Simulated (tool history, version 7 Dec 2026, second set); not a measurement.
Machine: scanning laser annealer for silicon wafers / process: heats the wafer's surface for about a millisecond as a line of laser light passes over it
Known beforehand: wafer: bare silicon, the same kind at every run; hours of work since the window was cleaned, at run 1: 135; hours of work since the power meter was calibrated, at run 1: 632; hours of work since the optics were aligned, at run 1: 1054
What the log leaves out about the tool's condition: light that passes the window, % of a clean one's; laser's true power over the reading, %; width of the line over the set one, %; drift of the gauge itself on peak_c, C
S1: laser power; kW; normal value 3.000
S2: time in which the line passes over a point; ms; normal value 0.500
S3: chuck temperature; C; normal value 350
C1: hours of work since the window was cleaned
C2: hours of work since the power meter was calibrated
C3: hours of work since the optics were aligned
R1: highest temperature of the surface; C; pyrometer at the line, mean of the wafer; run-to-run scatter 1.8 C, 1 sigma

| run | hour | S1 | S2 | S3 | C1 | C2 | C3 | R1 |
|---|---|---|---|---|---|---|---|---|
| 1 | 0.0 | 3.000 | 0.500 | 350 | 135 | 632 | 1054 | 1010 |
| 2 | 46.6 | 3.000 | 0.500 | 350 | 165 | 661 | 1083 | 1008 |
|  | 75.8 | optics aligned, line set to its width |
| 3 | 106.2 | 3.030 | 0.500 | 350 | 199 | 695 | 19 | 1040 |
| 4 | 133.1 | 3.030 | 0.500 | 350 | 216 | 712 | 36 | 1041 |
| 5 | 190.3 | 3.030 | 0.500 | 350 | 252 | 748 | 72 | 1033 |
| 6 | 229.3 | 3.260 | 0.500 | 373 | 276 | 772 | 96 | 1125 |
| 7 | 255.3 | 3.260 | 0.500 | 373 | 292 | 789 | 113 | 1120 |
| 8 | 293.2 | 3.260 | 0.500 | 373 | 316 | 813 | 136 | 1117 |
| 9 | 345.3 | 3.000 | 0.451 | 339 | 349 | 845 | 169 | 976 |
| 10 | 381.4 | 3.000 | 0.451 | 339 | 371 | 868 | 192 | 972 |

Alternative continuations, all from the tool just after run 10; predict every row:
| A | 431.1 | 3.205 | 0.542 | 357 | 403 | 899 | 223 | ? |
| B | 431.1 | 3.000 | 0.407 | 350 | 403 | 899 | 223 | ? |
| C | 431.1 | 3.176 | 0.553 | 337 | 403 | 899 | 223 | ? |
| D | 431.1 | 2.671 | 0.587 | 350 | 403 | 899 | 223 | ? |

| run | R1 |
|---|---|
| A | 1101 |
| B | 955 |
| C | 1073 |
| D | 957 |
Without the tool's unlogged condition, the same runs would have read:
| run | R1 |
|---|---|
| A | 1148 |
| B | 993 |
| C | 1120 |
| D | 996 |
